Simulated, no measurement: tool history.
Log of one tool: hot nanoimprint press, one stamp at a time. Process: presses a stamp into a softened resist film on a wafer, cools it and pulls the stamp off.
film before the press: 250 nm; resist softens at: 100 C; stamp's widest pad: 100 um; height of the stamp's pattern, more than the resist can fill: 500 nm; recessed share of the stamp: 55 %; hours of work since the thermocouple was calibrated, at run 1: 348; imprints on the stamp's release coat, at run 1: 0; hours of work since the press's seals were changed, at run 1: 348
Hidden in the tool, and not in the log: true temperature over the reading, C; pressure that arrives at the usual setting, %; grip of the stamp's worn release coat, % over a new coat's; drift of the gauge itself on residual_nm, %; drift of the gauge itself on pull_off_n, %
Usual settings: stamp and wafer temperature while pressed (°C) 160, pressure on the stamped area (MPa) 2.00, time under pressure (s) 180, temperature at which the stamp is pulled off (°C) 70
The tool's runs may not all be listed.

| run | hour | stamp and wafer temperature while pressed (°C) | pressure on the stamped area (MPa) | time under pressure (s) | temperature at which the stamp is pulled off (°C) | hours of work since the thermocouple was calibrated | imprints on the stamp's release coat | hours of work since the press's seals were changed | resist left under the stamp's widest pad (Å) | greatest force while the stamp is pulled off (N) |
|---|---|---|---|---|---|---|---|---|---|---|
| 1 | 0.0 | 160 | 2.00 | 180 | 70 | 348 | 0 | 348 | 1049 | 133 |
| 2 | 24.1 | 160 | 2.00 | 180 | 77 | 358 | 74 | 358 | 1053 | 109 |
| 3 | 36.2 | 160 | 2.00 | 180 | 77 | 363 | 111 | 363 | 1049 | 113 |
| 4 | 57.1 | 160 | 2.00 | 180 | 77 | 373 | 175 | 373 | 1054 | 112 |
| 5 | 71.4 | 160 | 2.00 | 180 | 77 | 379 | 219 | 379 | 1062 | 111 |
| 6 | 99.9 | 160 | 2.00 | 180 | 70 | 391 | 306 | 391 | 1047 | 154 |
| 7 | 123.2 | 160 | 2.00 | 180 | 70 | 401 | 377 | 401 | 1045 | 147 |
| 8 | 139.2 | 160 | 2.00 | 180 | 70 | 408 | 426 | 408 | 1048 | 146 |
| 9 | 159.0 | 160 | 2.65 | 180 | 70 | 417 | 487 | 417 | 906 | 147 |
|  | 174.4 | plate thermocouple calibrated |
| 10 | 177.7 | 160 | 2.65 | 180 | 70 | 1 | 535 | 423 | 988 | 168 |
| 11 | 201.0 | 160 | 2.65 | 180 | 70 | 12 | 606 | 434 | 996 | 164 |
| 12 | 225.6 | 160 | 2.44 | 180 | 70 | 22 | 682 | 444 | 1017 | 171 |
| 13 | 253.2 | 160 | 2.44 | 180 | 70 | 34 | 766 | 456 | 1026 | 171 |
| 14 | 277.0 | 160 | 2.44 | 180 | 70 | 44 | 839 | 466 | 1011 | 166 |
| 15 | 300.1 | 160 | 2.44 | 180 | 70 | 54 | 910 | 476 | 1012 | 178 |
| 16 | 321.6 | 160 | 2.44 | 180 | 70 | 64 | 976 | 486 | 1020 | 172 |
| 17 | 347.6 | 160 | 2.44 | 180 | 70 | 75 | 1055 | 497 | 1013 | 179 |
| 18 | 363.8 | 160 | 1.62 | 140 | 56 | 82 | 1105 | 504 | 1336 | 251 |
| 19 | 391.4 | 160 | 1.62 | 113 | 56 | 94 | 1190 | 516 | 1421 | 265 |
| 20 | 413.0 | 160 | 1.62 | 113 | 56 | 103 | 1256 | 525 | 1447 | 261 |
| 21 | 436.3 | 160 | 1.62 | 95 | 69 | 113 | 1327 | 535 | 1491 | 196 |
| 22 | 457.1 | 160 | 2.65 | 180 | 61 | 122 | 1391 | 544 | 974 | 239 |
| 23 | 475.0 | 160 | 2.65 | 180 | 61 | 130 | 1445 | 552 | 961 | 243 |
| 24 | 490.4 | 160 | 2.00 | 180 | 64 | 137 | 1493 | 559 | 1116 | 228 |
| 25 | 506.7 | 160 | 2.00 | 180 | 64 | 144 | 1543 | 566 | 1101 | 232 |
|  | 536.1 | stamp cleaned and given a new release coat |
| 26 | 536.1 | 160 | 2.00 | 180 | 64 | 154 | 0 | 576 | 1100 | 168 |
| 27 | 560.8 | 160 | 2.00 | 180 | 64 | 165 | 76 | 587 | 1092 | 167 |
| 28 | 587.8 | 160 | 2.00 | 180 | 64 | 176 | 158 | 598 | 1103 | 173 |
| 29 | 600.2 | 160 | 2.00 | 178 | 70 | 182 | 196 | 604 | 1100 | 148 |

4 ways to go on from here, each from the tool as it stands after run 29. What would each give?
| A | 620.0 | 160 | 2.00 | 178 | 73 | 190 | 257 | 612 | ? | ? |
| B | 620.0 | 154 | 2.00 | 283 | 61 | 190 | 257 | 612 | ? | ? |
| C | 620.0 | 160 | 2.00 | 96 | 70 | 190 | 257 | 612 | ? | ? |
| D | 620.0 | 160 | 2.00 | 302 | 70 | 190 | 257 | 612 | ? | ? |

| run | resist left under the stamp's widest pad (Å) | greatest force while the stamp is pulled off (N) |
|---|---|---|
| A | 1103 | 134 |
| B | 1186 | 193 |
| C | 1366 | 148 |
| D | 896 | 151 |
Without the tool's hidden state the same runs would have given:
| run | resist left under the stamp's widest pad (Å) | greatest force while the stamp is pulled off (N) |
|---|---|---|
| A | 1130 | 130 |
| B | 1218 | 186 |
| C | 1396 | 144 |
| D | 919 | 146 |
